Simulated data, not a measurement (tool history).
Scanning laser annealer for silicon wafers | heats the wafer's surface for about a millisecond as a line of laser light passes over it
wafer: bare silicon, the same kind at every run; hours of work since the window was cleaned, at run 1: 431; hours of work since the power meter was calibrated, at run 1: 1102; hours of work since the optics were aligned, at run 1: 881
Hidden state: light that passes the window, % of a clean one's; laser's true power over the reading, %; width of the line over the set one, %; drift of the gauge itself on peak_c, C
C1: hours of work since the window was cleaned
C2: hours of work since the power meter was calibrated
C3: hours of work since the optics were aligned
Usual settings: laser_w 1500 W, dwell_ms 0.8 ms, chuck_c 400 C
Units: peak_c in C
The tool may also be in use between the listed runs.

Run 1, hour 0: usual settings; C1 431; C2 1102; C3 881. Result: peak_c 1093 C.
Run 2, hour 42.8: usual settings; C1 455; C2 1127; C3 906. Result: peak_c 1087 C.
Run 3, hour 76.3: usual settings; C1 475; C2 1146; C3 925. Result: peak_c 1089 C.
At hour 131.7: optics aligned, line set to its width.
Run 4, hour 137.5: usual settings but dwell_ms 0.842 ms; C1 507; C2 1178; C3 3. Result: peak_c 1124 C.
Run 5, hour 177.5: usual settings but dwell_ms 0.842 ms; C1 530; C2 1201; C3 26. Result: peak_c 1116 C.
At hour 215.2: window over the wafer cleaned.
Run 6, hour 241.1: usual settings but dwell_ms 0.842 ms; C1 15; C2 1237; C3 62. Result: peak_c 1085 C.
Run 7, hour 315.4: usual settings but dwell_ms 0.842 ms; C1 58; C2 1280; C3 105. Result: peak_c 1080 C.
Run 8, hour 362.2: usual settings but dwell_ms 0.842 ms; C1 85; C2 1307; C3 132. Result: peak_c 1079 C.
Run 9, hour 405.4: usual settings but dwell_ms 0.842 ms; C1 110; C2 1332; C3 157. Result: peak_c 1073 C.
Run 10, hour 436.9: usual settings but laser_w 1408 W; C1 128; C2 1350; C3 175. Result: peak_c 1012 C.
Run 11, hour 502.6: usual settings but laser_w 1408 W, dwell_ms 0.588 ms; C1 166; C2 1388; C3 213. Result: peak_c 915 C.
At hour 551.2: window over the wafer cleaned, once more.
Run 12, hour 565.4: usual settings but laser_w 1408 W, dwell_ms 0.588 ms; C1 8; C2 1423; C3 248. Result: peak_c 983 C.
Run 13, hour 601.7: usual settings but dwell_ms 0.976 ms; C1 29; C2 1444; C3 269. Result: peak_c 1215 C.
Run 14, hour 656.4: usual settings but laser_w 1287 W; C1 61; C2 1475; C3 300. Result: peak_c 1017 C.
Run 15, hour 687.8: usual settings but laser_w 1287 W; C1 79; C2 1493; C3 318. Result: peak_c 1016 C.
Run 16, hour 730.4: usual settings but laser_w 1287 W; C1 103; C2 1518; C3 343. Result: peak_c 1015 C.
Run 17, hour 789: usual settings but laser_w 1287 W; C1 137; C2 1552; C3 377. Result: peak_c 1015 C.
Run 18, hour 831.6: usual settings; C1 162; C2 1576; C3 401. Result: peak_c 1124 C.
Run 19, hour 895.7: usual settings but laser_w 1311 W; C1 199; C2 1613; C3 438. Result: peak_c 1021 C.
Run 20, hour 959.8: usual settings but laser_w 1311 W, dwell_ms 0.973 ms; C1 236; C2 1650; C3 475. Result: peak_c 1083 C.
Run 21, hour 998.3: usual settings; C1 258; C2 1672; C3 497. Result: peak_c 1111 C.
Run 22, hour 1066.8: usual settings; C1 297; C2 1712; C3 537. Result: peak_c 1103 C.
Run 23, hour 1097.9: usual settings but dwell_ms 0.777 ms, chuck_c 376 C; C1 315; C2 1730; C3 555. Result: peak_c 1075 C.
Run 24, hour 1164.3: usual settings but dwell_ms 0.777 ms, chuck_c 377 C; C1 353; C2 1768; C3 593. Result: peak_c 1065 C.
Run 25, hour 1214.2: usual settings but dwell_ms 0.777 ms, chuck_c 377 C; C1 382; C2 1797; C3 622. Result: peak_c 1067 C.
Run 26, hour 1287.2: usual settings but dwell_ms 0.777 ms, chuck_c 377 C; C1 424; C2 1839; C3 664. Result: peak_c 1058 C.
Run 27, hour 1337.8: usual settings but laser_w 1382 W, dwell_ms 0.777 ms, chuck_c 364 C; C1 453; C2 1868; C3 693. Result: peak_c 988 C.
Run 28, hour 1377: usual settings but laser_w 1342 W, dwell_ms 0.684 ms, chuck_c 364 C; C1 476; C2 1891; C3 716. Result: peak_c 927 C.
Run 29, hour 1415.6: usual settings but dwell_ms 0.681 ms; C1 498; C2 1913; C3 738. Result: peak_c 1030 C.
Run 30, hour 1456.5: usual settings but laser_w 1636 W, dwell_ms 0.797 ms, chuck_c 409 C; C1 522; C2 1936; C3 761. Result: peak_c 1160 C.
At hour 1507.9: window over the wafer cleaned.
Run 31, hour 1508: usual settings but laser_w 1595 W, dwell_ms 0.668 ms, chuck_c 416 C; C1 0; C2 1965; C3 790. Result: peak_c 1127 C.
Run 32, hour 1546.7: usual settings but laser_w 1626 W, dwell_ms 0.795 ms, chuck_c 382 C; C1 22; C2 1987; C3 812. Result: peak_c 1171 C.
Run 33, hour 1584.2: usual settings but laser_w 1450 W, dwell_ms 0.595 ms, chuck_c 382 C; C1 44; C2 2009; C3 834. Result: peak_c 978 C.
Run 34, hour 1642.5: usual settings but laser_w 1365 W, dwell_ms 0.779 ms, chuck_c 423 C; C1 78; C2 2042; C3 868. Result: peak_c 1065 C.
Run 35, hour 1678: usual settings but dwell_ms 0.934 ms, chuck_c 435 C; C1 98; C2 2063; C3 888. Result: peak_c 1213 C.
Run 36, hour 1736.8: usual settings but dwell_ms 0.934 ms, chuck_c 435 C; C1 132; C2 2097; C3 922. Result: peak_c 1209 C.
At hour 1796.2: optics aligned, line set to its width.
Run 37, hour 1799.1: usual settings but dwell_ms 0.934 ms, chuck_c 435 C; C1 165; C2 2130; C3 2. Result: peak_c 1222 C.
Run 38, hour 1869.7: usual settings but dwell_ms 0.934 ms, chuck_c 435 C; C1 206; C2 2171; C3 42. Result: peak_c 1219 C.
Run 39, hour 1936.6: usual settings but laser_w 1576 W, dwell_ms 0.768 ms, chuck_c 368 C; C1 244; C2 2209; C3 81. Result: peak_c 1111 C.
Run 40, hour 2005.1: usual settings but dwell_ms 0.885 ms; C1 284; C2 2249; C3 120. Result: peak_c 1148 C.
Run 41, hour 2041.6: usual settings but laser_w 1541 W; C1 305; C2 2270; C3 141. Result: peak_c 1134 C.

Hidden state or all else? Some run-to-run changes of peak_c, split into what the settings, what came in and random variation would give without the hidden state, and what is left for the hidden state (with any gauge scatter that isn't in both results):
Run 5 -> 6: window over the wafer cleaned. peak_c -31 C: hidden state -31, all else +0.
Run 11 -> 12: window over the wafer cleaned, once more. peak_c +68 C: hidden state +68, all else +0.
Run 12 -> 13: laser_w 1408 -> 1500, dwell_ms 0.588 -> 0.976. peak_c +232 C: hidden state -7, all else +239.
Run 13 -> 14: laser_w 1500 -> 1287, dwell_ms 0.976 -> 0.8. peak_c -198 C: hidden state +1, all else -199.
Run 30 -> 31: laser_w 1636 -> 1595, dwell_ms 0.797 -> 0.668, chuck_c 409 -> 416, window over the wafer cleaned. peak_c -33 C: hidden state +52, all else -85.
Run 32 -> 33: laser_w 1626 -> 1450, dwell_ms 0.795 -> 0.595. peak_c -193 C: hidden state +5, all else -198.
